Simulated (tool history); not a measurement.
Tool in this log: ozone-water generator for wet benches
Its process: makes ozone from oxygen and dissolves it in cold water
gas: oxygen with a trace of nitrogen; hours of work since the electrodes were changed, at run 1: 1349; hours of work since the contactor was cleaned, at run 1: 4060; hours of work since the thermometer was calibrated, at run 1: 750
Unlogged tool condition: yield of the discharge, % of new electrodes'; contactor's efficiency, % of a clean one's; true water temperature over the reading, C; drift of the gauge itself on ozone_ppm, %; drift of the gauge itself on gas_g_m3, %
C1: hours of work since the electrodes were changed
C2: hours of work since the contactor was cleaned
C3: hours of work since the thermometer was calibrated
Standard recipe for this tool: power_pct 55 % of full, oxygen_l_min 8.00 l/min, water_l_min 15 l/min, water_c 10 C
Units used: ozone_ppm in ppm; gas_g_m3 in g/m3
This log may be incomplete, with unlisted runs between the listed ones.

run 1 day=0.000 | power_pct=55 oxygen_l_min=8.00 water_l_min=15 water_c=10 | C1=1349 C2=4060 C3=750 | ozone_ppm=19.6 gas_g_m3=140.3
run 2 day=3.538 | power_pct=55 oxygen_l_min=8.00 water_l_min=14 water_c=10 | C1=1404 C2=4116 C3=806 | ozone_ppm=20.7 gas_g_m3=139.7
run 3 day=8.871 | power_pct=55 oxygen_l_min=8.00 water_l_min=14 water_c=10 | C1=1489 C2=4201 C3=891 | ozone_ppm=20.3 gas_g_m3=139.3
run 4 day=11.954 | power_pct=55 oxygen_l_min=8.00 water_l_min=14 water_c=10 | C1=1537 C2=4249 C3=939 | ozone_ppm=20.7 gas_g_m3=141.0
run 5 day=14.967 | power_pct=55 oxygen_l_min=8.00 water_l_min=14 water_c=10 | C1=1585 C2=4297 C3=987 | ozone_ppm=20.2 gas_g_m3=138.8
run 6 day=18.883 | power_pct=55 oxygen_l_min=8.00 water_l_min=15 water_c=8 | C1=1647 C2=4359 C3=1049 | ozone_ppm=20.3 gas_g_m3=140.5
run 7 day=21.204 | power_pct=55 oxygen_l_min=8.00 water_l_min=15 water_c=8 | C1=1684 C2=4396 C3=1086 | ozone_ppm=20.1 gas_g_m3=139.5
run 8 day=25.921 | power_pct=55 oxygen_l_min=8.00 water_l_min=15 water_c=10 | C1=1758 C2=4470 C3=1160 | ozone_ppm=19.4 gas_g_m3=140.5
run 9 day=28.179 | power_pct=55 oxygen_l_min=8.00 water_l_min=15 water_c=10 | C1=1794 C2=4506 C3=1196 | ozone_ppm=19.3 gas_g_m3=140.3
run 10 day=30.804 | power_pct=55 oxygen_l_min=8.00 water_l_min=15 water_c=10 | C1=1835 C2=4547 C3=1237 | ozone_ppm=19.4 gas_g_m3=138.1
run 11 day=35.796 | power_pct=55 oxygen_l_min=8.00 water_l_min=15 water_c=10 | C1=1914 C2=4626 C3=1316 | ozone_ppm=19.1 gas_g_m3=140.9
run 12 day=39.271 | power_pct=55 oxygen_l_min=8.00 water_l_min=15 water_c=10 | C1=1969 C2=4681 C3=1371 | ozone_ppm=19.4 gas_g_m3=139.0
run 13 day=43.058 | power_pct=55 oxygen_l_min=8.00 water_l_min=15 water_c=10 | C1=2029 C2=4741 C3=1431 | ozone_ppm=19.3 gas_g_m3=138.4
run 14 day=47.112 | power_pct=55 oxygen_l_min=8.00 water_l_min=15 water_c=10 | C1=2093 C2=4805 C3=1495 | ozone_ppm=19.2 gas_g_m3=138.9
run 15 day=50.946 | power_pct=90 oxygen_l_min=8.00 water_l_min=9 water_c=10 | C1=2154 C2=4866 C3=1556 | ozone_ppm=36.6 gas_g_m3=193.6
run 16 day=55.579 | power_pct=59 oxygen_l_min=8.00 water_l_min=9 water_c=6 | C1=2227 C2=4939 C3=1629 | ozone_ppm=30.0 gas_g_m3=146.2
-- day=56.058 contactor cleaned
run 17 day=58.096 | power_pct=43 oxygen_l_min=8.00 water_l_min=15 water_c=10 | C1=2264 C2=32 C3=1666 | ozone_ppm=15.8 gas_g_m3=118.6
run 18 day=61.275 | power_pct=43 oxygen_l_min=8.00 water_l_min=15 water_c=10 | C1=2315 C2=83 C3=1717 | ozone_ppm=15.8 gas_g_m3=117.4
run 19 day=63.421 | power_pct=69 oxygen_l_min=10.49 water_l_min=13 water_c=7 | C1=2348 C2=116 C3=1750 | ozone_ppm=24.4 gas_g_m3=138.7
run 20 day=67.133 | power_pct=60 oxygen_l_min=6.59 water_l_min=20 water_c=8 | C1=2407 C2=175 C3=1809 | ozone_ppm=16.2 gas_g_m3=161.9
run 21 day=69.646 | power_pct=63 oxygen_l_min=10.06 water_l_min=13 water_c=11 | C1=2447 C2=215 C3=1849 | ozone_ppm=21.4 gas_g_m3=134.2
-- day=72.658 contactor cleaned, once more
run 22 day=74.992 | power_pct=68 oxygen_l_min=8.00 water_l_min=16 water_c=10 | C1=2529 C2=37 C3=1931 | ozone_ppm=22.7 gas_g_m3=159.1
run 23 day=79.129 | power_pct=55 oxygen_l_min=8.62 water_l_min=15 water_c=7 | C1=2594 C2=102 C3=1996 | ozone_ppm=21.8 gas_g_m3=132.0

Below, some changes in ozone_ppm between adjacent runs. For each, the amount present without the hidden state too (settings, incoming material, random variation) and the amount remaining for the hidden state with gauge scatter not shared by both compared results:
Run 14 -> 15: power_pct 55 -> 90, water_l_min 15 -> 9. ozone_ppm +17.4 ppm: hidden state -1.7, all else +19.1.
Run 16 -> 17: power_pct 59 -> 43, water_l_min 9 -> 15, water_c 6 -> 10, contactor cleaned. ozone_ppm -14.2 ppm: hidden state +0.7, all else -14.9.
Run 21 -> 22: power_pct 63 -> 68, oxygen_l_min 10.06 -> 8.00, water_l_min 13 -> 16, water_c 11 -> 10, contactor cleaned, once more. ozone_ppm +1.3 ppm: hidden state +2.2, all else -0.9.

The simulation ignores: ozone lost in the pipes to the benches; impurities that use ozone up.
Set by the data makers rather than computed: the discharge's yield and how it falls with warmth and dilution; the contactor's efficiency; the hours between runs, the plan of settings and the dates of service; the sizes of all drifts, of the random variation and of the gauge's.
